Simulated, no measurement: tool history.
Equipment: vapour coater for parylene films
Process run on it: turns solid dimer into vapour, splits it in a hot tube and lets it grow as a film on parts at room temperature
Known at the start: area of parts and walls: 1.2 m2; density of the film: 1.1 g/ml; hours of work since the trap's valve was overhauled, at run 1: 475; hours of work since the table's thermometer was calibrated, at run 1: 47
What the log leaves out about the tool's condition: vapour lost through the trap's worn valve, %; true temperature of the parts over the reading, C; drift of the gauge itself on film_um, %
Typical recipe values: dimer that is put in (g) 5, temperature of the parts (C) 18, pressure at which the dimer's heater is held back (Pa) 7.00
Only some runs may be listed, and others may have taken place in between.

| run | day | dimer that is put in (g) | temperature of the parts (C) | pressure at which the dimer's heater is held back (Pa) | hours of work since the trap's valve was overhauled | hours of work since the table's thermometer was calibrated | thickness of the film (µm) |
|---|---|---|---|---|---|---|---|
| 1 | 0.000 | 5 | 18 | 7.00 | 475 | 47 | 2.36 |
| 2 | 0.462 | 5 | 18 | 7.00 | 484 | 56 | 2.36 |
| 3 | 0.925 | 5 | 18 | 7.00 | 494 | 66 | 2.34 |
| 4 | 1.354 | 5 | 18 | 7.00 | 502 | 74 | 2.32 |
| 5 | 2.046 | 5 | 10 | 7.00 | 516 | 88 | 3.27 |
| 6 | 2.625 | 5 | 18 | 7.00 | 528 | 100 | 2.33 |
| 7 | 3.083 | 5 | 18 | 7.00 | 537 | 109 | 2.32 |
| 8 | 3.525 | 5 | 18 | 7.00 | 546 | 118 | 2.32 |
| 9 | 4.008 | 5 | 18 | 7.00 | 555 | 127 | 2.32 |
| 10 | 4.429 | 5 | 18 | 7.00 | 564 | 136 | 2.31 |
| 11 | 5.188 | 5 | 15 | 7.00 | 579 | 151 | 2.66 |
| 12 | 5.904 | 5 | 19 | 7.00 | 593 | 165 | 2.22 |
| 13 | 6.575 | 5 | 19 | 7.00 | 607 | 179 | 2.22 |
|  | 6.804 | trap's valve overhauled |
| 14 | 7.079 | 5 | 19 | 7.00 | 5 | 186 | 2.11 |
| 15 | 7.808 | 5 | 19 | 7.00 | 20 | 200 | 2.08 |
| 16 | 8.138 | 5 | 30 | 7.00 | 27 | 207 | 1.31 |
|  | 8.508 | trap's valve overhauled, once more |
| 17 | 8.917 | 5 | 18 | 7.00 | 8 | 219 | 2.50 |
| 18 | 9.279 | 5 | 18 | 7.00 | 15 | 226 | 2.49 |
| 19 | 10.012 | 5 | 18 | 7.00 | 30 | 241 | 2.49 |
| 20 | 10.421 | 5 | 18 | 7.00 | 38 | 249 | 2.50 |
| 21 | 10.783 | 5 | 18 | 7.00 | 46 | 256 | 2.49 |
| 22 | 11.371 | 5 | 18 | 7.00 | 57 | 268 | 2.48 |
| 23 | 11.862 | 5 | 21 | 7.00 | 67 | 278 | 2.18 |
| 24 | 12.312 | 5 | 21 | 7.00 | 76 | 287 | 2.19 |
| 25 | 12.908 | 5 | 21 | 7.00 | 88 | 299 | 2.20 |
| 26 | 13.633 | 5 | 21 | 7.00 | 103 | 314 | 2.21 |
| 27 | 14.367 | 4 | 14 | 10.67 | 117 | 328 | 2.24 |
| 28 | 15.096 | 5 | 11 | 7.00 | 132 | 343 | 3.33 |
| 29 | 15.504 | 5 | 18 | 3.28 | 140 | 351 | 2.74 |
| 30 | 16.058 | 5 | 18 | 3.28 | 151 | 362 | 2.74 |
| 31 | 16.788 | 5 | 18 | 3.28 | 166 | 377 | 2.72 |
| 32 | 17.300 | 5 | 20 | 7.00 | 176 | 387 | 2.27 |
| 33 | 17.983 | 5 | 20 | 7.00 | 190 | 401 | 2.26 |
| 34 | 18.704 | 6 | 18 | 3.47 | 204 | 415 | 3.27 |
| 35 | 19.162 | 7 | 24 | 2.53 | 213 | 424 | 3.08 |
| 36 | 19.496 | 7 | 24 | 2.53 | 220 | 431 | 3.05 |
| 37 | 20.146 | 4 | 17 | 3.93 | 233 | 444 | 2.23 |
| 38 | 20.654 | 2 | 14 | 3.76 | 243 | 454 | 1.27 |
| 39 | 21.229 | 2 | 14 | 3.76 | 255 | 466 | 1.26 |
| 40 | 21.562 | 8 | 16 | 3.48 | 261 | 472 | 4.67 |
| 41 | 22.267 | 5 | 26 | 7.00 | 276 | 486 | 1.74 |
| 42 | 22.904 | 5 | 12 | 7.41 | 288 | 499 | 3.10 |
| 43 | 23.462 | 8 | 12 | 3.26 | 299 | 510 | 5.60 |
| 44 | 24.204 | 8 | 16 | 3.26 | 314 | 525 | 4.70 |
| 45 | 24.688 | 8 | 16 | 3.26 | 324 | 535 | 4.66 |
| 46 | 25.183 | 6 | 16 | 3.26 | 334 | 545 | 3.54 |
| 47 | 25.871 | 8 | 19 | 7.00 | 348 | 559 | 3.70 |

Here are 3 independent what-if runs from the current tool condition. What would each one return?
| A | 26.579 | 3 | 17 | 10.81 | 362 | 573 | ? |
| B | 26.579 | 5 | 12 | 9.65 | 362 | 573 | ? |
| C | 26.579 | 6 | 12 | 2.44 | 362 | 573 | ? |

| run | thickness of the film (µm) |
|---|---|
| A | 1.42 |
| B | 2.97 |
| C | 4.25 |
Had the tool no hidden state, the same runs would have come out as:
| run | thickness of the film (µm) |
|---|---|
| A | 1.47 |
| B | 3.08 |
| C | 4.48 |
